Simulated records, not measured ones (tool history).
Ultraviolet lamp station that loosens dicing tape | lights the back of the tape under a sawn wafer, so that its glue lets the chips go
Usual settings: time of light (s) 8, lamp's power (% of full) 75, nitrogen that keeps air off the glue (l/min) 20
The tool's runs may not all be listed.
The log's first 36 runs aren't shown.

run	day	time of light (s)	lamp's power (% of full)	nitrogen that keeps air off the glue (l/min)	force that peels the tape off (N)	light that reached the tape (mJ/cm²)
37	22.712	7	70	8	1.555	372
38	23.433	7	70	8	1.516	371
39	23.938	7	70	8	1.548	367
40	24.338	7	96	8	0.794	502
41	25.017	11	87	9	0.32	717
42	25.875	9	92	9	0.452	623
43	26.258	9	99	24	0.152	667
44	26.958	12	98	32	0.11	876

Forecast each of these 3 alternatives for the next run:
A	27.812	8	75	39	?	?
B	27.812	8	75	20	?	?
C	27.812	6	86	26	?	?

run	force that peels the tape off (N)	light that reached the tape (mJ/cm²)
A	0.24	456
B	0.394	453
C	0.442	381
Without the tool's hidden state the same runs would have given:
run	force that peels the tape off (N)	light that reached the tape (mJ/cm²)
A	0.239	457
B	0.392	454
C	0.439	382
